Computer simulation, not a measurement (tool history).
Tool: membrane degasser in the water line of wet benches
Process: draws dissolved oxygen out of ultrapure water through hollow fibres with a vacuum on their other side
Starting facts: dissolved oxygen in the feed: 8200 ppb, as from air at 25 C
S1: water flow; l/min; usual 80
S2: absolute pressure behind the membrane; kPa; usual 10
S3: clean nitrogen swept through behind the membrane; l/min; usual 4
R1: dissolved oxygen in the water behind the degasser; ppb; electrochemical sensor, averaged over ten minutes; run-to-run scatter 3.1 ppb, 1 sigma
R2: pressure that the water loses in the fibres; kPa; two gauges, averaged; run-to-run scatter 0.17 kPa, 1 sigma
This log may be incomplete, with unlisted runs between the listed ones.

Run 1, hour 0: usual settings. Result: R1 308.1 ppb, R2 25.67 kPa.
Run 2, hour 148.5: usual settings. Result: R1 306.8 ppb, R2 25.5 kPa.
Run 3, hour 302.6: usual settings. Result: R1 313.9 ppb, R2 25.9 kPa.
At hour 439.3: vacuum gauge calibrated.
Run 4, hour 501.3: usual settings but S1 62 l/min. Result: R1 250.6 ppb, R2 19.92 kPa.
Run 5, hour 708: usual settings but S1 62 l/min, S2 6.7 kPa. Result: R1 131.6 ppb, R2 20.17 kPa.
Run 6, hour 843.4: usual settings but S1 62 l/min, S2 6.7 kPa. Result: R1 129 ppb, R2 19.93 kPa.
Run 7, hour 1073.7: usual settings but S1 124 l/min, S2 6.7 kPa. Result: R1 272.8 ppb, R2 39.94 kPa.
Run 8, hour 1221.9: usual settings but S1 124 l/min, S2 14.2 kPa, S3 11.06 l/min. Result: R1 329.2 ppb, R2 39.48 kPa.
Run 9, hour 1420.7: usual settings but S1 51 l/min, S3 6.03 l/min. Result: R1 138.4 ppb, R2 16.35 kPa.
Run 10, hour 1572.3: usual settings but S1 51 l/min, S3 6.03 l/min. Result: R1 137.2 ppb, R2 16.63 kPa.
Run 11, hour 1800.4: usual settings but S1 51 l/min, S3 3.14 l/min. Result: R1 244 ppb, R2 16.35 kPa.
Run 12, hour 1978: usual settings but S1 84 l/min, S2 16.1 kPa. Result: R1 591.5 ppb, R2 27.22 kPa.
Run 13, hour 2137.5: usual settings but S1 84 l/min, S2 16.1 kPa. Result: R1 578.4 ppb, R2 26.68 kPa.
Run 14, hour 2241.9: usual settings but S1 58 l/min, S2 8.3 kPa, S3 3.67 l/min. Result: R1 187.3 ppb, R2 18.38 kPa.

5 options for the next run, each taken on its own from the tool as it stands now. Forecast them:
Run A, hour 2415.1: usual settings but S1 58 l/min, S2 8.3 kPa, S3 2.42 l/min. Result: R1 ?, R2 ?.
Run B, hour 2415.1: usual settings but S1 58 l/min, S2 9.5 kPa, S3 2.85 l/min. Result: R1 ?, R2 ?.
Run C, hour 2415.1: usual settings but S1 112 l/min, S2 10.3 kPa, S3 2.6 l/min. Result: R1 ?, R2 ?.
Run D, hour 2415.1: usual settings but S1 53 l/min, S2 19.5 kPa, S3 1.69 l/min. Result: R1 ?, R2 ?.
Run E, hour 2415.1: usual settings but S3 3.31 l/min. Result: R1 ?, R2 ?.

run     R1     R2
  A    273  18.25
  B  293.4  18.65
  C  608.9   35.8
  D  974.2   16.9
  E  352.6  25.69
Take away the tool's hidden state, keep each run's random variation, and the runs would have read:
run     R1     R2
  A  272.9  18.24
  B  293.3  18.63
  C  608.7  35.77
  D  974.1  16.89
  E  352.4  25.67

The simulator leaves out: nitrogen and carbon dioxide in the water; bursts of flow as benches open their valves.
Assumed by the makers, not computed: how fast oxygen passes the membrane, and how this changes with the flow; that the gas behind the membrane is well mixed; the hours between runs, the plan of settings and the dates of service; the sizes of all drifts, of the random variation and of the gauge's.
